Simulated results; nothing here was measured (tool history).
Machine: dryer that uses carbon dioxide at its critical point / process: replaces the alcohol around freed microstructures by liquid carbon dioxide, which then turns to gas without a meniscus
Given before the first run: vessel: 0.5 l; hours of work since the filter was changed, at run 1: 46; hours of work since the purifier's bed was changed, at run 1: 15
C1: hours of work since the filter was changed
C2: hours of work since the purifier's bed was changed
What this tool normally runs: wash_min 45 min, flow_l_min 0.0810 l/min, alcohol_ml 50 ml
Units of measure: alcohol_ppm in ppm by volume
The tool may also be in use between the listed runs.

{"run": 1, "hour": 0.0, "wash_min": 45, "flow_l_min": 0.081, "alcohol_ml": 50, "C1": 46, "C2": 15, "alcohol_ppm": 380}
{"run": 2, "hour": 15.5, "wash_min": 45, "flow_l_min": 0.0631, "alcohol_ml": 50, "C1": 52, "C2": 21, "alcohol_ppm": 1225}
{"run": 3, "hour": 24.2, "wash_min": 45, "flow_l_min": 0.0631, "alcohol_ml": 50, "C1": 55, "C2": 24, "alcohol_ppm": 1216}
{"run": 4, "hour": 37.8, "wash_min": 46, "flow_l_min": 0.081, "alcohol_ml": 50, "C1": 61, "C2": 30, "alcohol_ppm": 333}
{"run": 5, "hour": 57.2, "wash_min": 46, "flow_l_min": 0.081, "alcohol_ml": 50, "C1": 68, "C2": 37, "alcohol_ppm": 332}
{"run": 6, "hour": 73.9, "wash_min": 46, "flow_l_min": 0.081, "alcohol_ml": 50, "C1": 74, "C2": 43, "alcohol_ppm": 354}
{"run": 7, "hour": 85.2, "wash_min": 63, "flow_l_min": 0.081, "alcohol_ml": 50, "C1": 78, "C2": 47, "alcohol_ppm": 58}
{"run": 8, "hour": 105.5, "wash_min": 63, "flow_l_min": 0.081, "alcohol_ml": 50, "C1": 86, "C2": 55, "alcohol_ppm": 59}
{"run": 9, "hour": 117.7, "wash_min": 34, "flow_l_min": 0.0842, "alcohol_ml": 57, "C1": 90, "C2": 60, "alcohol_ppm": 1427}
{"run": 10, "hour": 136.2, "wash_min": 36, "flow_l_min": 0.0842, "alcohol_ml": 40, "C1": 97, "C2": 66, "alcohol_ppm": 823}
{"run": 11, "hour": 152.3, "wash_min": 28, "flow_l_min": 0.0598, "alcohol_ml": 29, "C1": 103, "C2": 73, "alcohol_ppm": 4372}

4 ways to go on from here, each from the tool as it stands after run 11. What would each give?
{"run": "A", "hour": 162.5, "wash_min": 28, "flow_l_min": 0.0598, "alcohol_ml": 20, "C1": 107, "C2": 76, "alcohol_ppm": "?"}
{"run": "B", "hour": 162.5, "wash_min": 28, "flow_l_min": 0.0576, "alcohol_ml": 23, "C1": 107, "C2": 76, "alcohol_ppm": "?"}
{"run": "C", "hour": 162.5, "wash_min": 36, "flow_l_min": 0.081, "alcohol_ml": 50, "C1": 107, "C2": 76, "alcohol_ppm": "?"}
{"run": "D", "hour": 162.5, "wash_min": 28, "flow_l_min": 0.1326, "alcohol_ml": 39, "C1": 107, "C2": 76, "alcohol_ppm": "?"}

run=A alcohol_ppm=3088
run=B alcohol_ppm=3715
run=C alcohol_ppm=1177
run=D alcohol_ppm=310
Without the tool's hidden state the same runs would have given:
run=A alcohol_ppm=2906
run=B alcohol_ppm=3508
run=C alcohol_ppm=1053
run=D alcohol_ppm=254

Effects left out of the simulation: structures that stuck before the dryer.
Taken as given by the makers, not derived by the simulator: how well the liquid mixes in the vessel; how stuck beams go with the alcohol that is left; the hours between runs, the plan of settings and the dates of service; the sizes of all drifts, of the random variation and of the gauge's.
